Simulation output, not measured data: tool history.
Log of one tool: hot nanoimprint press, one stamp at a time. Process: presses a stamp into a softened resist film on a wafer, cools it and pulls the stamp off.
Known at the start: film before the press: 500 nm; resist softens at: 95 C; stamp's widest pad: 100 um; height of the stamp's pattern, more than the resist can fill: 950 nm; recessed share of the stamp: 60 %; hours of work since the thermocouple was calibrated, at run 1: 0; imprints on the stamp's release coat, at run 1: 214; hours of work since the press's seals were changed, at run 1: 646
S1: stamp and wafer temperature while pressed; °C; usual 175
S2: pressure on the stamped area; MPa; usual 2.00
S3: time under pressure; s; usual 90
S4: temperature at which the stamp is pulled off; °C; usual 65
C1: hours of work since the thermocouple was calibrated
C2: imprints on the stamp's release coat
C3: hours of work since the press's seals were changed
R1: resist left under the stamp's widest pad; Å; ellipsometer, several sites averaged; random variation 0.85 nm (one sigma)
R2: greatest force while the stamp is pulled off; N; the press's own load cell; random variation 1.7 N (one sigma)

{"run": 1, "day": 0.0, "S1": 175, "S2": 2.0, "S3": 90, "S4": 65, "C1": 0, "C2": 214, "C3": 646, "R1": 2559, "R2": 100}
{"run": 2, "day": 1.446, "S1": 175, "S2": 2.0, "S3": 90, "S4": 72, "C1": 25, "C2": 358, "C3": 672, "R1": 2554, "R2": 82}
{"run": 3, "day": 2.788, "S1": 175, "S2": 2.0, "S3": 90, "S4": 72, "C1": 49, "C2": 492, "C3": 695, "R1": 2547, "R2": 80}
{"run": 4, "day": 4.979, "S1": 175, "S2": 2.0, "S3": 90, "S4": 65, "C1": 87, "C2": 710, "C3": 733, "R1": 2555, "R2": 100}
{"run": 5, "day": 7.246, "S1": 175, "S2": 2.0, "S3": 155, "S4": 65, "C1": 126, "C2": 936, "C3": 773, "R1": 2127, "R2": 102}
{"run": 6, "day": 10.329, "S1": 175, "S2": 1.85, "S3": 155, "S4": 65, "C1": 180, "C2": 1244, "C3": 827, "R1": 2224, "R2": 102}
{"run": 7, "day": 13.329, "S1": 175, "S2": 1.85, "S3": 155, "S4": 65, "C1": 233, "C2": 1543, "C3": 879, "R1": 2219, "R2": 100}
{"run": 8, "day": 14.721, "S1": 175, "S2": 2.0, "S3": 90, "S4": 69, "C1": 257, "C2": 1682, "C3": 903, "R1": 2577, "R2": 91}
{"day": 17.062, "done": "plate thermocouple calibrated"}
{"run": 9, "day": 17.133, "S1": 175, "S2": 2.0, "S3": 52, "S4": 65, "C1": 1, "C2": 1910, "C3": 943, "R1": 3018, "R2": 99}
{"run": 10, "day": 18.846, "S1": 175, "S2": 2.0, "S3": 52, "S4": 65, "C1": 31, "C2": 2080, "C3": 973, "R1": 3041, "R2": 104}
{"day": 20.221, "done": "stamp cleaned and given a new release coat"}
{"run": 11, "day": 20.583, "S1": 175, "S2": 2.0, "S3": 52, "S4": 65, "C1": 57, "C2": 36, "C3": 999, "R1": 3045, "R2": 98}
{"run": 12, "day": 22.212, "S1": 175, "S2": 2.0, "S3": 52, "S4": 65, "C1": 86, "C2": 198, "C3": 1028, "R1": 3019, "R2": 98}
{"run": 13, "day": 24.125, "S1": 175, "S2": 2.0, "S3": 52, "S4": 65, "C1": 119, "C2": 389, "C3": 1061, "R1": 3043, "R2": 96}
{"run": 14, "day": 26.621, "S1": 175, "S2": 2.0, "S3": 52, "S4": 65, "C1": 162, "C2": 638, "C3": 1105, "R1": 3040, "R2": 101}
{"run": 15, "day": 29.233, "S1": 175, "S2": 2.0, "S3": 52, "S4": 65, "C1": 208, "C2": 898, "C3": 1150, "R1": 3071, "R2": 99}
{"run": 16, "day": 31.867, "S1": 174, "S2": 2.0, "S3": 48, "S4": 65, "C1": 254, "C2": 1161, "C3": 1196, "R1": 3229, "R2": 102}
{"day": 34.425, "done": "plate thermocouple calibrated"}
{"run": 17, "day": 35.008, "S1": 175, "S2": 2.0, "S3": 90, "S4": 69, "C1": 10, "C2": 1462, "C3": 1249, "R1": 2604, "R2": 91}
{"run": 18, "day": 37.733, "S1": 175, "S2": 2.0, "S3": 90, "S4": 69, "C1": 58, "C2": 1733, "C3": 1296, "R1": 2577, "R2": 87}
{"day": 38.338, "done": "press's hydraulic seals changed and the load cell set to zero"}
{"run": 19, "day": 39.488, "S1": 165, "S2": 1.84, "S3": 127, "S4": 50, "C1": 83, "C2": 1875, "C3": 20, "R1": 3465, "R2": 148}
{"run": 20, "day": 42.225, "S1": 175, "S2": 1.69, "S3": 90, "S4": 65, "C1": 130, "C2": 2148, "C3": 68, "R1": 2812, "R2": 102}
{"day": 43.142, "done": "stamp cleaned and given a new release coat"}
{"run": 21, "day": 45.179, "S1": 164, "S2": 1.55, "S3": 108, "S4": 56, "C1": 178, "C2": 204, "C3": 115, "R1": 3939, "R2": 127}
{"run": 22, "day": 47.779, "S1": 164, "S2": 1.55, "S3": 108, "S4": 56, "C1": 223, "C2": 463, "C3": 160, "R1": 3923, "R2": 124}
{"run": 23, "day": 49.946, "S1": 164, "S2": 1.55, "S3": 108, "S4": 56, "C1": 261, "C2": 679, "C3": 198, "R1": 3921, "R2": 127}
{"day": 52.012, "done": "plate thermocouple calibrated"}
{"run": 24, "day": 52.171, "S1": 164, "S2": 1.55, "S3": 84, "S4": 58, "C1": 3, "C2": 888, "C3": 235, "R1": 4099, "R2": 119}
{"run": 25, "day": 55.196, "S1": 181, "S2": 1.83, "S3": 103, "S4": 61, "C1": 56, "C2": 1190, "C3": 288, "R1": 2065, "R2": 114}
{"run": 26, "day": 57.85, "S1": 181, "S2": 2.77, "S3": 103, "S4": 68, "C1": 102, "C2": 1454, "C3": 334, "R1": 1643, "R2": 94}
{"run": 27, "day": 59.633, "S1": 175, "S2": 2.76, "S3": 75, "S4": 68, "C1": 133, "C2": 1632, "C3": 365, "R1": 2367, "R2": 93}
{"run": 28, "day": 61.2, "S1": 175, "S2": 2.76, "S3": 75, "S4": 68, "C1": 160, "C2": 1789, "C3": 393, "R1": 2350, "R2": 94}
{"run": 29, "day": 62.479, "S1": 186, "S2": 1.92, "S3": 46, "S4": 58, "C1": 183, "C2": 1916, "C3": 415, "R1": 2200, "R2": 123}

3 ways to go on from here, each from the tool as it stands after run 29. What would each give?
{"day": 63.662, "done": "gauge calibrated"}
{"run": "A", "day": 64.375, "S1": 167, "S2": 2.0, "S3": 90, "S4": 65, "C1": 216, "C2": 2105, "C3": 448, "R1": "?", "R2": "?"}
{"day": 63.662, "done": "gauge calibrated"}
{"run": "B", "day": 64.375, "S1": 168, "S2": 2.18, "S3": 49, "S4": 65, "C1": 216, "C2": 2105, "C3": 448, "R1": "?", "R2": "?"}
{"day": 63.662, "done": "gauge calibrated"}
{"run": "C", "day": 64.375, "S1": 177, "S2": 2.0, "S3": 90, "S4": 52, "C1": 216, "C2": 2105, "C3": 448, "R1": "?", "R2": "?"}

run=A R1=3389 R2=98
run=B R1=3706 R2=101
run=C R1=2362 R2=139
Without the tool's hidden state the same runs would have given:
run=A R1=3385 R2=98
run=B R1=3702 R2=100
run=C R1=2359 R2=138

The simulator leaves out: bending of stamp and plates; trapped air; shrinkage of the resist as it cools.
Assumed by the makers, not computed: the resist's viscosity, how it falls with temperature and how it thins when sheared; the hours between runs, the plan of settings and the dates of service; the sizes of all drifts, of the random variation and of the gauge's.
